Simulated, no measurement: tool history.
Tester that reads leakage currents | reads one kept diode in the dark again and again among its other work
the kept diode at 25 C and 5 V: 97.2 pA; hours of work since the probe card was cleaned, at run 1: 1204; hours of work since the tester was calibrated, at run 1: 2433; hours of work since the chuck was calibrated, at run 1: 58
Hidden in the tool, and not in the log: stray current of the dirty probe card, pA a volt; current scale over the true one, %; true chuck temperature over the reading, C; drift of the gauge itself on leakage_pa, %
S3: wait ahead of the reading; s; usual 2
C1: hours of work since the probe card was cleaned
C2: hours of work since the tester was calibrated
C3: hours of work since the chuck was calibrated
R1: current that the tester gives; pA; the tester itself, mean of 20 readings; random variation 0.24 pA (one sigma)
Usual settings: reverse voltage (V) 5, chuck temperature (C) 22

Run 1, hour 0: usual settings; C1 1204; C2 2433; C3 58. Result: R1 77.42 pA.
Run 2, hour 109.9: usual settings; C1 1263; C2 2493; C3 117. Result: R1 76.15 pA.
Run 3, hour 283.3: usual settings; C1 1357; C2 2587; C3 211. Result: R1 75.89 pA.
Run 4, hour 481.9: usual settings; C1 1465; C2 2694; C3 318. Result: R1 74.54 pA.
Run 5, hour 677.2: usual settings; C1 1570; C2 2800; C3 424. Result: R1 73.28 pA.
Run 6, hour 827.7: usual settings; C1 1652; C2 2881; C3 506. Result: R1 72.63 pA.
Run 7, hour 1012.2: usual settings; C1 1752; C2 2981; C3 606. Result: R1 71.34 pA.
At hour 1107.4: chuck's temperature calibrated.
Run 8, hour 1212.4: usual settings but S3 6.19 s; C1 1859; C2 3089; C3 57. Result: R1 78.47 pA.
Run 9, hour 1352.7: usual settings; C1 1935; C2 3165; C3 133. Result: R1 77.97 pA.
Run 10, hour 1451.6: usual settings; C1 1989; C2 3218; C3 186. Result: R1 77.91 pA.
Run 11, hour 1589: usual settings but reverse voltage (V) 4.79; C1 2063; C2 3293; C3 261. Result: R1 75.25 pA.
Run 12, hour 1747.1: usual settings but reverse voltage (V) 4.79, S3 0.56 s; C1 2149; C2 3378; C3 346. Result: R1 75.37 pA.
Run 13, hour 1843.2: usual settings but reverse voltage (V) 4.79, S3 0.56 s; C1 2201; C2 3430; C3 398. Result: R1 75.19 pA.
Run 14, hour 1954.1: usual settings but chuck temperature (C) 56, S3 1.5 s; C1 2261; C2 3490; C3 458. Result: R1 782.89 pA.
Run 15, hour 2131.8: usual settings but chuck temperature (C) 56, S3 1.5 s; C1 2357; C2 3586; C3 555. Result: R1 769.14 pA.
Run 16, hour 2224.4: usual settings but chuck temperature (C) 29, S3 6.25 s; C1 2407; C2 3637; C3 605. Result: R1 122.45 pA.
At hour 2322.8: chuck's temperature calibrated.
Run 17, hour 2336.4: usual settings but reverse voltage (V) 2.77, S3 0.66 s; C1 2467; C2 3696; C3 7. Result: R1 59.53 pA.
Run 18, hour 2526.7: usual settings but chuck temperature (C) 32, S3 7.62 s; C1 2570; C2 3799; C3 110. Result: R1 163.83 pA.
Run 19, hour 2693.7: usual settings but reverse voltage (V) 5.81; C1 2660; C2 3890; C3 201. Result: R1 85.72 pA.
Run 20, hour 2880.6: usual settings but reverse voltage (V) 11.5, chuck temperature (C) 32, S3 0.63 s; C1 2761; C2 3991; C3 302. Result: R1 252.32 pA.
Run 21, hour 2998.7: usual settings but reverse voltage (V) 11.5, chuck temperature (C) 25, S3 0.62 s; C1 2825; C2 4055; C3 366. Result: R1 153.62 pA.
Run 22, hour 3112.7: usual settings but reverse voltage (V) 1.22, chuck temperature (C) 25, S3 4.84 s; C1 2887; C2 4116; C3 428. Result: R1 44.81 pA.
At hour 3232.1: probe card cleaned and baked.
Run 23, hour 3285.5: usual settings but reverse voltage (V) 1.22, chuck temperature (C) 25, S3 4.84 s; C1 29; C2 4208; C3 520. Result: R1 43.18 pA.
Run 24, hour 3460.2: usual settings but reverse voltage (V) 3.91, chuck temperature (C) 29, S3 4.84 s; C1 123; C2 4303; C3 614. Result: R1 104.79 pA.
At hour 3534: chuck's temperature calibrated.
Run 25, hour 3554.8: usual settings but reverse voltage (V) 3.91, chuck temperature (C) 29, S3 4.84 s; C1 174; C2 4353; C3 11. Result: R1 113.59 pA.
Run 26, hour 3641.3: usual settings but reverse voltage (V) 3.91, chuck temperature (C) 29, S3 4.84 s; C1 220; C2 4400; C3 58. Result: R1 112.46 pA.

Forecast each of these 3 alternatives for the next run:
Run A, hour 3774.9: usual settings but reverse voltage (V) 1.26, chuck temperature (C) 40, S3 4.84 s; C1 293; C2 4472; C3 130. Result: R1 ?.
Run B, hour 3774.9: usual settings but chuck temperature (C) 44, S3 0.5 s; C1 293; C2 4472; C3 130. Result: R1 ?.
Run C, hour 3774.9: usual settings but reverse voltage (V) 11.94, chuck temperature (C) 29, S3 3.22 s; C1 293; C2 4472; C3 130. Result: R1 ?.

run      R1
  A   137.9
  B  370.07
  C  198.31
Without the tool's hidden state the same runs would have given:
run      R1
  A   143.6
  B  384.98
  C  205.93

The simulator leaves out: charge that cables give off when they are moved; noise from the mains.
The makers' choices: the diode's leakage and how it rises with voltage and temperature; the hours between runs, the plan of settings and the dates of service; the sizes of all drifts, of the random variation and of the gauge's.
